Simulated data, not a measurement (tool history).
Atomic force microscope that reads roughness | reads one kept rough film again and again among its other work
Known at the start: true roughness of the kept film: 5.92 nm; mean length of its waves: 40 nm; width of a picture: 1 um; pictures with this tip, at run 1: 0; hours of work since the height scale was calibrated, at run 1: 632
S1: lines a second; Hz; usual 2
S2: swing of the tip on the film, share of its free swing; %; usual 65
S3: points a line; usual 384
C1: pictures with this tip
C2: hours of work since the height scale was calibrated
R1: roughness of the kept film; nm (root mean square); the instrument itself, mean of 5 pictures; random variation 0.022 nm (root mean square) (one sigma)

{"run": 1, "hour": 0.0, "S1": 2, "S2": 65, "S3": 384, "C1": 0, "C2": 632, "R1": 5.329}
{"run": 2, "hour": 20.4, "S1": 2, "S2": 65, "S3": 384, "C1": 23, "C2": 641, "R1": 5.317}
{"run": 3, "hour": 44.2, "S1": 2, "S2": 65, "S3": 858, "C1": 50, "C2": 652, "R1": 5.36}
{"run": 4, "hour": 60.6, "S1": 2, "S2": 65, "S3": 1019, "C1": 69, "C2": 659, "R1": 5.374}
{"run": 5, "hour": 79.1, "S1": 2, "S2": 65, "S3": 1019, "C1": 89, "C2": 667, "R1": 5.306}
{"run": 6, "hour": 111.0, "S1": 2, "S2": 65, "S3": 1019, "C1": 126, "C2": 681, "R1": 5.294}
{"run": 7, "hour": 136.8, "S1": 1.26, "S2": 65, "S3": 1019, "C1": 155, "C2": 693, "R1": 5.398}
{"run": 8, "hour": 169.5, "S1": 2, "S2": 67, "S3": 384, "C1": 192, "C2": 707, "R1": 5.291}
{"run": 9, "hour": 206.2, "S1": 2, "S2": 65, "S3": 384, "C1": 233, "C2": 724, "R1": 5.288}
{"run": 10, "hour": 241.8, "S1": 2, "S2": 65, "S3": 384, "C1": 274, "C2": 739, "R1": 5.285}
{"run": 11, "hour": 265.3, "S1": 2, "S2": 65, "S3": 384, "C1": 300, "C2": 750, "R1": 5.29}
{"run": 12, "hour": 285.3, "S1": 2, "S2": 65, "S3": 384, "C1": 323, "C2": 759, "R1": 5.32}
{"run": 13, "hour": 311.6, "S1": 2, "S2": 65, "S3": 384, "C1": 353, "C2": 770, "R1": 5.335}
{"hour": 337.3, "done": "new tip fitted"}
{"run": 14, "hour": 343.7, "S1": 2, "S2": 65, "S3": 785, "C1": 7, "C2": 784, "R1": 5.319}
{"run": 15, "hour": 373.6, "S1": 2, "S2": 65, "S3": 785, "C1": 41, "C2": 798, "R1": 5.329}
{"run": 16, "hour": 410.5, "S1": 2, "S2": 65, "S3": 785, "C1": 83, "C2": 814, "R1": 5.351}
{"run": 17, "hour": 427.7, "S1": 2, "S2": 65, "S3": 785, "C1": 102, "C2": 822, "R1": 5.332}
{"run": 18, "hour": 460.2, "S1": 2, "S2": 65, "S3": 785, "C1": 139, "C2": 836, "R1": 5.322}
{"run": 19, "hour": 479.4, "S1": 1.39, "S2": 65, "S3": 384, "C1": 161, "C2": 845, "R1": 5.377}
{"run": 20, "hour": 504.6, "S1": 1.39, "S2": 65, "S3": 384, "C1": 189, "C2": 856, "R1": 5.402}
{"run": 21, "hour": 525.0, "S1": 1.39, "S2": 65, "S3": 384, "C1": 212, "C2": 865, "R1": 5.376}
{"run": 22, "hour": 558.5, "S1": 2, "S2": 65, "S3": 384, "C1": 250, "C2": 880, "R1": 5.274}
{"run": 23, "hour": 585.0, "S1": 2, "S2": 65, "S3": 422, "C1": 280, "C2": 891, "R1": 5.279}
{"run": 24, "hour": 608.3, "S1": 2, "S2": 65, "S3": 422, "C1": 307, "C2": 902, "R1": 5.298}
{"run": 25, "hour": 628.5, "S1": 2, "S2": 65, "S3": 384, "C1": 330, "C2": 911, "R1": 5.327}
{"run": 26, "hour": 646.5, "S1": 2, "S2": 65, "S3": 384, "C1": 350, "C2": 919, "R1": 5.288}
{"hour": 676.5, "done": "new tip fitted"}
{"run": 27, "hour": 679.6, "S1": 3.55, "S2": 80, "S3": 589, "C1": 4, "C2": 933, "R1": 4.828}
{"run": 28, "hour": 711.3, "S1": 3.55, "S2": 80, "S3": 589, "C1": 40, "C2": 947, "R1": 4.832}
{"run": 29, "hour": 736.4, "S1": 1.37, "S2": 76, "S3": 649, "C1": 68, "C2": 958, "R1": 5.258}
{"run": 30, "hour": 759.3, "S1": 1.37, "S2": 76, "S3": 649, "C1": 94, "C2": 969, "R1": 5.279}
{"run": 31, "hour": 794.5, "S1": 0.94, "S2": 74, "S3": 537, "C1": 134, "C2": 984, "R1": 5.369}
{"run": 32, "hour": 830.3, "S1": 1.84, "S2": 60, "S3": 805, "C1": 174, "C2": 1000, "R1": 5.374}
{"run": 33, "hour": 851.6, "S1": 1.84, "S2": 60, "S3": 805, "C1": 198, "C2": 1010, "R1": 5.363}
{"run": 34, "hour": 874.4, "S1": 0.7, "S2": 55, "S3": 906, "C1": 224, "C2": 1020, "R1": 5.459}
{"run": 35, "hour": 905.6, "S1": 2, "S2": 71, "S3": 942, "C1": 260, "C2": 1034, "R1": 5.251}
{"run": 36, "hour": 933.7, "S1": 2, "S2": 65, "S3": 467, "C1": 291, "C2": 1046, "R1": 5.28}
{"run": 37, "hour": 969.8, "S1": 1.21, "S2": 65, "S3": 704, "C1": 332, "C2": 1062, "R1": 5.416}
{"run": 38, "hour": 1005.7, "S1": 2, "S2": 66, "S3": 931, "C1": 373, "C2": 1078, "R1": 5.29}
{"hour": 1014.5, "done": "new tip fitted"}
{"run": 39, "hour": 1035.1, "S1": 3.55, "S2": 90, "S3": 377, "C1": 24, "C2": 1091, "R1": 4.485}
{"run": 40, "hour": 1053.4, "S1": 2, "S2": 80, "S3": 738, "C1": 44, "C2": 1099, "R1": 5.146}
{"run": 41, "hour": 1078.8, "S1": 2.32, "S2": 59, "S3": 385, "C1": 73, "C2": 1110, "R1": 5.357}
{"run": 42, "hour": 1111.8, "S1": 0.7, "S2": 65, "S3": 464, "C1": 110, "C2": 1125, "R1": 5.426}
{"run": 43, "hour": 1148.7, "S1": 0.7, "S2": 65, "S3": 464, "C1": 152, "C2": 1141, "R1": 5.483}
{"run": 44, "hour": 1172.0, "S1": 0.7, "S2": 65, "S3": 464, "C1": 178, "C2": 1152, "R1": 5.457}
{"run": 45, "hour": 1206.2, "S1": 0.51, "S2": 61, "S3": 384, "C1": 217, "C2": 1167, "R1": 5.479}
{"run": 46, "hour": 1232.1, "S1": 0.51, "S2": 61, "S3": 384, "C1": 246, "C2": 1178, "R1": 5.466}
{"run": 47, "hour": 1250.1, "S1": 0.51, "S2": 61, "S3": 384, "C1": 267, "C2": 1186, "R1": 5.435}
{"run": 48, "hour": 1269.8, "S1": 2, "S2": 58, "S3": 934, "C1": 289, "C2": 1195, "R1": 5.373}
{"run": 49, "hour": 1297.3, "S1": 0.52, "S2": 65, "S3": 384, "C1": 320, "C2": 1207, "R1": 5.44}
{"run": 50, "hour": 1320.2, "S1": 0.86, "S2": 77, "S3": 945, "C1": 346, "C2": 1217, "R1": 5.362}
{"hour": 1353.4, "done": "new tip fitted"}
{"run": 51, "hour": 1358.2, "S1": 2, "S2": 88, "S3": 384, "C1": 5, "C2": 1234, "R1": 4.919}
{"run": 52, "hour": 1394.6, "S1": 0.53, "S2": 65, "S3": 384, "C1": 47, "C2": 1250, "R1": 5.403}

Forecast each of these 5 alternatives for the next run:
{"run": "A", "hour": 1415.3, "S1": 2, "S2": 56, "S3": 467, "C1": 70, "C2": 1259, "R1": "?"}
{"run": "B", "hour": 1415.3, "S1": 2.15, "S2": 65, "S3": 384, "C1": 70, "C2": 1259, "R1": "?"}
{"run": "C", "hour": 1415.3, "S1": 0.68, "S2": 88, "S3": 701, "C1": 70, "C2": 1259, "R1": "?"}
{"run": "D", "hour": 1415.3, "S1": 0.53, "S2": 65, "S3": 556, "C1": 70, "C2": 1259, "R1": "?"}
{"run": "E", "hour": 1415.3, "S1": 0.76, "S2": 65, "S3": 384, "C1": 70, "C2": 1259, "R1": "?"}

run=A R1=5.378
run=B R1=5.303
run=C R1=5.33
run=D R1=5.476
run=E R1=5.446
Without the tool's hidden state the same runs would have given:
run=A R1=5.381
run=B R1=5.307
run=C R1=5.334
run=D R1=5.48
run=E R1=5.45
